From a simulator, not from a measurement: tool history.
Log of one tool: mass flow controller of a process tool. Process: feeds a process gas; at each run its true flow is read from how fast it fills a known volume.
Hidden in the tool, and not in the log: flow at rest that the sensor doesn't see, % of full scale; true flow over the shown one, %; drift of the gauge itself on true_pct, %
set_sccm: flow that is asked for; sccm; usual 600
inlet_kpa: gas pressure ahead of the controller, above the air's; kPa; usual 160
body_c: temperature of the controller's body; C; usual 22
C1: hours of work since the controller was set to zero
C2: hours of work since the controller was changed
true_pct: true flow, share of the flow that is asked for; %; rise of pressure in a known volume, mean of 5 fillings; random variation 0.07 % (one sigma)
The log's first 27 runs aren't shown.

Run 28, hour 5690.7: usual settings but set_sccm 365 sccm, inlet_kpa 269 kPa, body_c 23 C; C1 3228; C2 3228. Result: true_pct 99.83 %.
Run 29, hour 5959.4: usual settings but set_sccm 144 sccm, inlet_kpa 141 kPa, body_c 25 C; C1 3315; C2 3315. Result: true_pct 99.44 %.
Run 30, hour 6148.3: usual settings but set_sccm 144 sccm, inlet_kpa 141 kPa, body_c 25 C; C1 3376; C2 3376. Result: true_pct 99.36 %.
Run 31, hour 6402.3: usual settings but set_sccm 357 sccm, inlet_kpa 199 kPa, body_c 40 C; C1 3459; C2 3459. Result: true_pct 98.60 %.
Run 32, hour 6690.8: usual settings but set_sccm 357 sccm, inlet_kpa 199 kPa, body_c 40 C; C1 3552; C2 3552. Result: true_pct 98.48 %.
Run 33, hour 6939.7: usual settings but set_sccm 357 sccm, inlet_kpa 199 kPa, body_c 40 C; C1 3633; C2 3633. Result: true_pct 98.59 %.
Run 34, hour 7084.9: usual settings but inlet_kpa 228 kPa, body_c 20 C; C1 3680; C2 3680. Result: true_pct 99.55 %.
Run 35, hour 7268.0: usual settings but set_sccm 531 sccm, inlet_kpa 226 kPa, body_c 21 C; C1 3739; C2 3739. Result: true_pct 99.47 %.
Run 36, hour 7475.0: usual settings but set_sccm 147 sccm, inlet_kpa 157 kPa, body_c 27 C; C1 3806; C2 3806. Result: true_pct 99.66 %.
Run 37, hour 7604.5: usual settings but set_sccm 433 sccm, body_c 29 C; C1 3848; C2 3848. Result: true_pct 98.57 %.
Run 38, hour 7791.8: usual settings but inlet_kpa 259 kPa, body_c 23 C; C1 3909; C2 3909. Result: true_pct 99.70 %.
Run 39, hour 7946.9: usual settings but inlet_kpa 259 kPa, body_c 23 C; C1 3959; C2 3959. Result: true_pct 99.81 %.
At hour 8107.3: controller's zero set anew.
Run 40, hour 8154.8: usual settings but set_sccm 335 sccm, inlet_kpa 173 kPa, body_c 33 C; C1 15; C2 4026. Result: true_pct 97.91 %.

5 ways to go on from here, each from the tool as it stands after run 40. What would each give?
Run A, hour 8292.6: usual settings but set_sccm 105 sccm, inlet_kpa 173 kPa, body_c 32 C; C1 60; C2 4071. Result: true_pct ?.
Run B, hour 8292.6: usual settings but set_sccm 607 sccm, inlet_kpa 163 kPa, body_c 23 C; C1 60; C2 4071. Result: true_pct ?.
Run C, hour 8292.6: usual settings but set_sccm 335 sccm, inlet_kpa 234 kPa, body_c 28 C; C1 60; C2 4071. Result: true_pct ?.
Run D, hour 8292.6: usual settings but set_sccm 826 sccm, inlet_kpa 200 kPa; C1 60; C2 4071. Result: true_pct ?.
Run E, hour 8292.6: usual settings but set_sccm 335 sccm, inlet_kpa 177 kPa, body_c 33 C; C1 60; C2 4071. Result: true_pct ?.

run  true_pct
  A     97.69
  B     98.61
  C     98.47
  D     99.30
  E     97.88
Without the tool's hidden state the same runs would have given:
run  true_pct
  A     98.08
  B     99.27
  C     99.08
  D     99.98
  E     98.49

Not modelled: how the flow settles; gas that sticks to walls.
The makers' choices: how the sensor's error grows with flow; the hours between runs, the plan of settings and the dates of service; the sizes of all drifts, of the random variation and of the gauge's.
